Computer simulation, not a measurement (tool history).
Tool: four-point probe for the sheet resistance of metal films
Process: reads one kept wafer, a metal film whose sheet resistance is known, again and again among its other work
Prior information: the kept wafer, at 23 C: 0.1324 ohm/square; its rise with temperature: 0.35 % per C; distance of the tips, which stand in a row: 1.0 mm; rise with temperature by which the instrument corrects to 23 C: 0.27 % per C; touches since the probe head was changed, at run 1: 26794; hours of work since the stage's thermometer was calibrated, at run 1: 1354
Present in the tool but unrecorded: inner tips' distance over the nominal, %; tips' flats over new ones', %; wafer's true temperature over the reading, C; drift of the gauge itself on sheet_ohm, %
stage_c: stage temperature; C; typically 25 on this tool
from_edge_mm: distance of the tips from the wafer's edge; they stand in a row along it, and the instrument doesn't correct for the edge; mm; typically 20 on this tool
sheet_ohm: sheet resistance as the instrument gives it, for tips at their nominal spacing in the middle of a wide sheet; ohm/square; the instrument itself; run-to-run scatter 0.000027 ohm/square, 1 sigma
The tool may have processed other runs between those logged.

run    hour  stage_c  from_edge_mm  touches since the probe head was changed  hours of work since the stage's thermometer was calibrated  sheet_ohm
  1       0       25            20                                     26794                                                        1354   0.133152
  2    56.2       25            20                                     28926                                                        1388   0.133138
  3    89.4       25             3                                     30189                                                        1408   0.140439
  4   148.1       25             3                                     32417                                                        1444   0.140433
  5   196.4       25            10                                     34250                                                        1474   0.133629
  6   247.4       25            10                                     36185                                                        1505   0.133718
  7   285.5       25            20                                     37629                                                        1528   0.133126
  8     313       25            20                                     38676                                                        1545   0.133138
  9   356.6       25            20                                     40330                                                        1571   0.133178
 10   390.2       25            20                                     41607                                                        1592   0.133166
 11   445.4       25            22                                     43701                                                        1625   0.133144
 12   497.1       31            20                                     45662                                                        1657   0.133877
 13     543       31            20                                     47405                                                        1685   0.133878
 14   576.5       23             5                                     48676                                                        1705    0.13557
 15   614.7       28            56                                     50127                                                        1728    0.13337
 16   661.1       22             5                                     51888                                                        1757   0.135495
 17   696.3       29            21                                     53225                                                        1778   0.133648
 18   758.2       29            21                                     55576                                                        1816    0.13363
 19   796.1       27            15                                     57013                                                        1839    0.13356
 20   830.4       26            21                                     58316                                                        1860   0.133356
 21   877.1       33             6                                     60088                                                        1888   0.135875
 22   937.2       23            46                                     62369                                                        1925   0.132856
 23   986.7       23            46                                     64247                                                        1955   0.132933
 24    1038       29            48                                     66195                                                        1986   0.133514
 25  1081.1       19            20                                     67831                                                        2013   0.132599
 26    1140       19            20                                     70066                                                        2048   0.132615

Below are 3 alternative next runs, each starting from the tool's condition after run 26. Predict each:
  A  1176       31            20                                     71432                                                        2070          ?
  B  1176       22            25                                     71432                                                        2070          ?
  C  1176       27             4                                     71432                                                        2070          ?

run  sheet_ohm
  A   0.133935
  B    0.13285
  C   0.137665
Without the tool's unlogged condition, the same runs would have read:
run  sheet_ohm
  A   0.133436
  B   0.132361
  C   0.137156
